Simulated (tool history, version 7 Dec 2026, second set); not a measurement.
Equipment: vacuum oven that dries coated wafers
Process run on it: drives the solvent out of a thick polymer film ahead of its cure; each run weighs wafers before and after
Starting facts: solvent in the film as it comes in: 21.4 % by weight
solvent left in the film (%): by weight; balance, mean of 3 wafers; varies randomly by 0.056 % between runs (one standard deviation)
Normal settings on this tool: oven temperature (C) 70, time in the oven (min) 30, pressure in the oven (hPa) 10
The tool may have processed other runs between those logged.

run 1 day=0 | oven_temperature_(C)=70 time_in_the_oven_(min)=30 pressure_in_the_oven_(hPa)=10 | solvent_left_in_the_film_(%)=2.45
run 2 day=0.758 | oven_temperature_(C)=70 time_in_the_oven_(min)=30 pressure_in_the_oven_(hPa)=10 | solvent_left_in_the_film_(%)=2.42
run 3 day=1.533 | oven_temperature_(C)=70 time_in_the_oven_(min)=30 pressure_in_the_oven_(hPa)=10 | solvent_left_in_the_film_(%)=2.47
run 4 day=1.954 | oven_temperature_(C)=70 time_in_the_oven_(min)=30 pressure_in_the_oven_(hPa)=10 | solvent_left_in_the_film_(%)=2.54
run 5 day=2.712 | oven_temperature_(C)=70 time_in_the_oven_(min)=30 pressure_in_the_oven_(hPa)=10 | solvent_left_in_the_film_(%)=2.42
run 6 day=3.562 | oven_temperature_(C)=70 time_in_the_oven_(min)=30 pressure_in_the_oven_(hPa)=10 | solvent_left_in_the_film_(%)=2.44
run 7 day=4.121 | oven_temperature_(C)=70 time_in_the_oven_(min)=30 pressure_in_the_oven_(hPa)=10 | solvent_left_in_the_film_(%)=2.51
run 8 day=4.558 | oven_temperature_(C)=70 time_in_the_oven_(min)=30 pressure_in_the_oven_(hPa)=10 | solvent_left_in_the_film_(%)=2.43
run 9 day=5.233 | oven_temperature_(C)=70 time_in_the_oven_(min)=30 pressure_in_the_oven_(hPa)=10 | solvent_left_in_the_film_(%)=2.51
run 10 day=5.788 | oven_temperature_(C)=70 time_in_the_oven_(min)=30 pressure_in_the_oven_(hPa)=10 | solvent_left_in_the_film_(%)=2.42

Run 11 comes next. What will it give?
run 11 day=6.533 | oven_temperature_(C)=77 time_in_the_oven_(min)=23 pressure_in_the_oven_(hPa)=10 | solvent_left_in_the_film_(%)=?

solvent left in the film (%): 1.62
If the tool had no hidden condition, the same run with the same run-to-run variation would have returned solvent left in the film (%) 1.6.

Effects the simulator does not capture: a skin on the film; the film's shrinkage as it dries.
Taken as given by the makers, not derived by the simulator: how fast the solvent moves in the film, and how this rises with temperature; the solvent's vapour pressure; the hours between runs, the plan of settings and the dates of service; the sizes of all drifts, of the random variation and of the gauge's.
